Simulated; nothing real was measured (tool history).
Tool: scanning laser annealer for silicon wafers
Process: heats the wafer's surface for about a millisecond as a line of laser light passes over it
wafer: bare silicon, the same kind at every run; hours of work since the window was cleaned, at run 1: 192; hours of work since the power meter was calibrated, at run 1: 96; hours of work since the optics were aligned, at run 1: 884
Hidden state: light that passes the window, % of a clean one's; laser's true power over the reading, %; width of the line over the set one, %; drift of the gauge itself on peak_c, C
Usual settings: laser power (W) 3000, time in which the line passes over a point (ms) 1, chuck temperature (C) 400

run	day	laser power (W)	time in which the line passes over a point (ms)	chuck temperature (C)	hours of work since the window was cleaned	hours of work since the power meter was calibrated	hours of work since the optics were aligned	highest temperature of the surface (C)
1	0	3000	1	400	192	96	884	1177
2	0.354	3000	1	400	199	103	890	1173
3	1.138	2568	1	400	213	117	905	1027
4	1.692	2717	1	400	224	127	915	1079
5	2.204	2778	1	400	233	137	924	1095
6	2.817	2778	1	400	244	148	936	1096
7	3.533	2778	1	400	257	161	949	1097
8	4.096	3000	1.1	400	268	172	959	1205
9	4.65	3000	1	405	278	182	969	1177
10	5.267	3000	1	405	289	193	981	1178
11	5.771	3000	1	405	298	202	990	1174
12	6.225	3000	1	400	307	211	998	1171
13	7	3000	1	400	321	225	1012	1169
14	7.317	3000	1	400	327	231	1018	1170
15	7.712	3000	0.94	400	334	238	1025	1142
# day 8.154: optics aligned, line set to its width
16	8.429	3000	0.94	400	343	247	5	1168
17	9.075	2586	0.94	437	355	259	17	1065
18	9.829	2586	0.94	437	369	273	31	1066
19	10.292	3000	1	369	377	281	39	1154
20	10.7	2815	1.24	370	385	289	47	1171
21	11.342	2815	1.13	426	397	301	58	1192
22	11.892	2815	1.13	426	407	311	69	1190

The next listed run, before its measurement:
23	12.425	3000	0.79	406	417	321	78	?

{"run 23": {"highest temperature of the surface (C)": 1107}}
Without the tool's hidden state the same run would have given highest temperature of the surface (C) 1119.

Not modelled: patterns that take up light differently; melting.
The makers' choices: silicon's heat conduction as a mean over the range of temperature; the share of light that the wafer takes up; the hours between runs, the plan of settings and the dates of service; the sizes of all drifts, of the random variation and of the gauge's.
